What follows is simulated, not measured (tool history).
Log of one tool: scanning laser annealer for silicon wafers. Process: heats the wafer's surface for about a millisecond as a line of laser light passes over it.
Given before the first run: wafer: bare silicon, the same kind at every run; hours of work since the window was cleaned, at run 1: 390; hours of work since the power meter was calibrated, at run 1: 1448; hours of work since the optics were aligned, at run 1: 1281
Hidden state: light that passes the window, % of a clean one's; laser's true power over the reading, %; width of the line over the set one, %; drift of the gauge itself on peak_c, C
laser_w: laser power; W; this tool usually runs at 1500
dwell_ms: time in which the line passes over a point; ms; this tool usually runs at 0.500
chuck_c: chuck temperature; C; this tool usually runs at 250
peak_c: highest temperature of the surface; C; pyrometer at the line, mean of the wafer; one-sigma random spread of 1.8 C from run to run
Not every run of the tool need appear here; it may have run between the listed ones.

run	hour	laser_w	dwell_ms	chuck_c	hours of work since the window was cleaned	hours of work since the power meter was calibrated	hours of work since the optics were aligned	peak_c
1	0.0	1500	0.500	250	390	1448	1281	1006
# hour 20.8: optics aligned, line set to its width
2	54.7	1305	0.500	250	420	1478	21	905
3	96.5	1500	0.500	250	446	1504	47	1005
4	143.6	1500	0.500	250	476	1533	76	1007
5	178.8	1500	0.500	250	497	1555	98	1006
6	222.6	1500	0.500	250	524	1582	125	1009
7	287.2	1500	0.500	250	564	1622	165	1007
8	360.8	1500	0.500	250	610	1668	210	1006
9	396.2	1500	0.500	250	632	1690	232	1006
10	477.9	1500	0.500	286	682	1740	283	1036
11	518.6	1500	0.500	286	708	1765	308	1040
12	595.2	1402	0.500	286	755	1813	356	990
13	662.5	1402	0.500	286	797	1854	397	993
14	708.0	1402	0.500	286	825	1883	425	988
# hour 715.5: window over the wafer cleaned
15	745.1	1403	0.500	250	18	1904	447	954
16	796.1	1403	0.500	250	50	1936	479	955
17	878.7	1403	0.500	250	101	1987	530	955
18	916.4	1529	0.500	250	124	2010	553	1021
19	979.8	1500	0.500	250	164	2050	592	1004
20	1057.5	1500	0.500	250	212	2098	640	1006
21	1118.3	1500	0.500	250	249	2135	678	1007
22	1184.5	1500	0.500	250	290	2176	719	1004
23	1254.6	1479	0.500	250	334	2220	762	995
24	1299.8	1642	0.371	284	362	2248	790	1007
25	1347.8	1453	0.500	284	391	2277	820	1016
26	1385.2	1500	0.374	250	414	2301	843	906
27	1462.8	1450	0.565	280	463	2349	891	1055
28	1514.6	1614	0.565	280	495	2381	923	1145
29	1566.5	1614	0.565	280	527	2413	955	1146
30	1615.6	1614	0.565	280	557	2443	986	1144
31	1652.6	1614	0.565	280	580	2466	1009	1142
32	1707.7	1614	0.581	280	614	2500	1043	1155
33	1747.7	1500	0.506	250	639	2525	1068	1008
34	1809.0	1500	0.506	250	677	2563	1106	1007
35	1846.9	1544	0.500	258	700	2586	1129	1040
36	1902.4	1500	0.565	246	735	2621	1163	1045
37	1983.5	1473	0.500	250	785	2671	1214	991
38	2032.0	1473	0.500	250	815	2701	1244	991
# hour 2055.6: window over the wafer cleaned
39	2106.4	1473	0.500	250	31	2746	1288	992
# hour 2116.5: optics aligned, line set to its width
40	2171.3	1281	0.432	279	68	2783	34	879
41	2235.4	1396	0.480	250	108	2822	74	936

Describe how what the log doesn't record of the tool's condition differs between the last listed run preceding each entry between runs and the first listed run following it.
Logged between run 1 and run 2: optics aligned, line set to its width (hour 20.8)
  width of the line over the set one, %: 0.08 -> 0.01
Logged between run 14 and run 15: window over the wafer cleaned (hour 715.5)
  light that passes the window, % of a clean one's: 99.87 -> 100
Logged between run 38 and run 39: window over the wafer cleaned (hour 2055.6)
  light that passes the window, % of a clean one's: 99.89 -> 99.99
Logged between run 39 and run 40: optics aligned, line set to its width (hour 2116.5)
  width of the line over the set one, %: 0.07 -> 0.01
